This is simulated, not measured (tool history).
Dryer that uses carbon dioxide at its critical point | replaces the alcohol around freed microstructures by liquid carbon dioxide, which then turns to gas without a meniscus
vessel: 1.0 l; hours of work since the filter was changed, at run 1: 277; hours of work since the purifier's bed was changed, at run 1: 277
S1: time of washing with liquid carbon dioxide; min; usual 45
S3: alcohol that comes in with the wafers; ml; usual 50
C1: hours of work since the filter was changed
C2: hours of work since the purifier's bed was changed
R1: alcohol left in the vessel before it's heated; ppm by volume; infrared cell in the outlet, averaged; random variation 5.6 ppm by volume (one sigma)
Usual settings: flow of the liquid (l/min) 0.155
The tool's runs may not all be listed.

run 1 day=0.000 | S1=45 flow_of_the_liquid_(l/min)=0.155 S3=50 | C1=277 C2=277 | R1=353
run 2 day=2.154 | S1=45 flow_of_the_liquid_(l/min)=0.155 S3=50 | C1=312 C2=312 | R1=371
-- day=2.825 inlet filter changed
run 3 day=3.888 | S1=41 flow_of_the_liquid_(l/min)=0.155 S3=50 | C1=17 C2=339 | R1=404
run 4 day=6.192 | S1=41 flow_of_the_liquid_(l/min)=0.155 S3=50 | C1=54 C2=377 | R1=420
run 5 day=7.362 | S1=45 flow_of_the_liquid_(l/min)=0.253 S3=50 | C1=73 C2=396 | R1=135
run 6 day=9.208 | S1=28 flow_of_the_liquid_(l/min)=0.155 S3=50 | C1=103 C2=425 | R1=1711
run 7 day=11.675 | S1=28 flow_of_the_liquid_(l/min)=0.155 S3=50 | C1=143 C2=465 | R1=1819
run 8 day=14.442 | S1=29 flow_of_the_liquid_(l/min)=0.094 S3=50 | C1=188 C2=510 | R1=5841
run 9 day=15.579 | S1=45 flow_of_the_liquid_(l/min)=0.102 S3=24 | C1=206 C2=528 | R1=800
run 10 day=17.088 | S1=45 flow_of_the_liquid_(l/min)=0.102 S3=24 | C1=231 C2=553 | R1=849
run 11 day=18.608 | S1=45 flow_of_the_liquid_(l/min)=0.102 S3=24 | C1=255 C2=577 | R1=862
run 12 day=19.933 | S1=38 flow_of_the_liquid_(l/min)=0.093 S3=39 | C1=277 C2=599 | R1=2756

The next listed run, before its measurement:
run 13 day=22.408 | S1=35 flow_of_the_liquid_(l/min)=0.103 S3=50 | C1=317 C2=639 | R1=?

{"run 13": {"R1": 3395}}
Without the tool's hidden state the same run would have given R1 2371 ppm by volume.
